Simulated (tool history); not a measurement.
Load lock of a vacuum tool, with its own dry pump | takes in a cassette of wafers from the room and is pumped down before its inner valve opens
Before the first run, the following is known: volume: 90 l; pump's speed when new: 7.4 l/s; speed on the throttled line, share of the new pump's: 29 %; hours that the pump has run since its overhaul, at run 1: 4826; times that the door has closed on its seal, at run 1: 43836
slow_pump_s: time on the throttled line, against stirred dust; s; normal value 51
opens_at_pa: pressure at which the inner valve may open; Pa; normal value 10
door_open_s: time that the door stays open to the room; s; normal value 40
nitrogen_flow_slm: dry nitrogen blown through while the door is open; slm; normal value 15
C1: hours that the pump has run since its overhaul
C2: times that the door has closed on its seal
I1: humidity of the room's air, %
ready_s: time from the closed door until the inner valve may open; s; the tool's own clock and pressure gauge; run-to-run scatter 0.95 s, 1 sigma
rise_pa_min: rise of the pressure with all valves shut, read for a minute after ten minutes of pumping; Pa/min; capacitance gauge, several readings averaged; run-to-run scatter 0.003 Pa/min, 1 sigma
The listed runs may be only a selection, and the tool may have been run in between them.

run 1 hour=0.0 | slow_pump_s=51 opens_at_pa=10 door_open_s=40 nitrogen_flow_slm=15 | C1=4826 C2=43836 | I1=42.9 | ready_s=163.5 rise_pa_min=0.205
run 2 hour=193.4 | slow_pump_s=51 opens_at_pa=10 door_open_s=40 nitrogen_flow_slm=27 | C1=5019 C2=44667 | I1=47.6 | ready_s=164.9 rise_pa_min=0.209
run 3 hour=359.9 | slow_pump_s=51 opens_at_pa=10 door_open_s=40 nitrogen_flow_slm=15 | C1=5185 C2=45383 | I1=46.9 | ready_s=165.1 rise_pa_min=0.214
run 4 hour=512.9 | slow_pump_s=31 opens_at_pa=10 door_open_s=40 nitrogen_flow_slm=15 | C1=5339 C2=46041 | I1=41.1 | ready_s=152.1 rise_pa_min=0.216
run 5 hour=704.2 | slow_pump_s=31 opens_at_pa=10 door_open_s=40 nitrogen_flow_slm=15 | C1=5530 C2=46864 | I1=42.5 | ready_s=152.7 rise_pa_min=0.220
run 6 hour=889.8 | slow_pump_s=31 opens_at_pa=7 door_open_s=40 nitrogen_flow_slm=15 | C1=5715 C2=47662 | I1=45.2 | ready_s=159.8 rise_pa_min=0.222
run 7 hour=1035.9 | slow_pump_s=51 opens_at_pa=10 door_open_s=40 nitrogen_flow_slm=15 | C1=5862 C2=48290 | I1=47.7 | ready_s=168.3 rise_pa_min=0.235
run 8 hour=1255.7 | slow_pump_s=51 opens_at_pa=10 door_open_s=25 nitrogen_flow_slm=15 | C1=6081 C2=49235 | I1=42.7 | ready_s=169.9 rise_pa_min=0.241
run 9 hour=1395.4 | slow_pump_s=51 opens_at_pa=10 door_open_s=40 nitrogen_flow_slm=15 | C1=6221 C2=49836 | I1=48.7 | ready_s=168.0 rise_pa_min=0.247
run 10 hour=1528.6 | slow_pump_s=51 opens_at_pa=10 door_open_s=40 nitrogen_flow_slm=15 | C1=6354 C2=50409 | I1=47.0 | ready_s=168.4 rise_pa_min=0.245
run 11 hour=1660.4 | slow_pump_s=51 opens_at_pa=10 door_open_s=40 nitrogen_flow_slm=15 | C1=6486 C2=50976 | I1=44.7 | ready_s=169.3 rise_pa_min=0.254
run 12 hour=1878.5 | slow_pump_s=51 opens_at_pa=19 door_open_s=40 nitrogen_flow_slm=15 | C1=6704 C2=51914 | I1=45.6 | ready_s=160.7 rise_pa_min=0.262
run 13 hour=2010.4 | slow_pump_s=51 opens_at_pa=19 door_open_s=40 nitrogen_flow_slm=15 | C1=6836 C2=52481 | I1=45.8 | ready_s=160.6 rise_pa_min=0.271
run 14 hour=2241.7 | slow_pump_s=51 opens_at_pa=19 door_open_s=40 nitrogen_flow_slm=15 | C1=7067 C2=53476 | I1=43.1 | ready_s=161.1 rise_pa_min=0.278
run 15 hour=2467.3 | slow_pump_s=51 opens_at_pa=10 door_open_s=35 nitrogen_flow_slm=15 | C1=7293 C2=54446 | I1=45.0 | ready_s=173.1 rise_pa_min=0.280
run 16 hour=2678.7 | slow_pump_s=51 opens_at_pa=10 door_open_s=35 nitrogen_flow_slm=15 | C1=7504 C2=55355 | I1=44.1 | ready_s=172.5 rise_pa_min=0.284
run 17 hour=2802.4 | slow_pump_s=51 opens_at_pa=10 door_open_s=35 nitrogen_flow_slm=15 | C1=7628 C2=55887 | I1=44.4 | ready_s=174.1 rise_pa_min=0.292
run 18 hour=2966.8 | slow_pump_s=51 opens_at_pa=10 door_open_s=35 nitrogen_flow_slm=15 | C1=7792 C2=56594 | I1=42.1 | ready_s=175.4 rise_pa_min=0.305
run 19 hour=3108.0 | slow_pump_s=27 opens_at_pa=10 door_open_s=57 nitrogen_flow_slm=37 | C1=7934 C2=57201 | I1=45.3 | ready_s=160.2 rise_pa_min=0.305
run 20 hour=3362.5 | slow_pump_s=50 opens_at_pa=10 door_open_s=57 nitrogen_flow_slm=21 | C1=8188 C2=58296 | I1=47.2 | ready_s=175.9 rise_pa_min=0.320
run 21 hour=3550.8 | slow_pump_s=29 opens_at_pa=10 door_open_s=57 nitrogen_flow_slm=11 | C1=8376 C2=59106 | I1=43.7 | ready_s=162.6 rise_pa_min=0.319
run 22 hour=3707.5 | slow_pump_s=29 opens_at_pa=10 door_open_s=57 nitrogen_flow_slm=11 | C1=8533 C2=59779 | I1=43.2 | ready_s=163.9 rise_pa_min=0.328
run 23 hour=3925.4 | slow_pump_s=29 opens_at_pa=10 door_open_s=57 nitrogen_flow_slm=11 | C1=8751 C2=60716 | I1=43.9 | ready_s=164.3 rise_pa_min=0.332

Run 24 is up next; what results do you expect?
run 24 hour=4153.6 | slow_pump_s=29 opens_at_pa=10 door_open_s=57 nitrogen_flow_slm=11 | C1=8979 C2=61698 | I1=44.2 | ready_s=? rise_pa_min=?

{"run 24": {"ready_s": 167.4, "rise_pa_min": 0.339}}
The same run, on a tool lacking any hidden state, would have yielded ready_s 135.3 s, rise_pa_min 0.015 Pa/min.
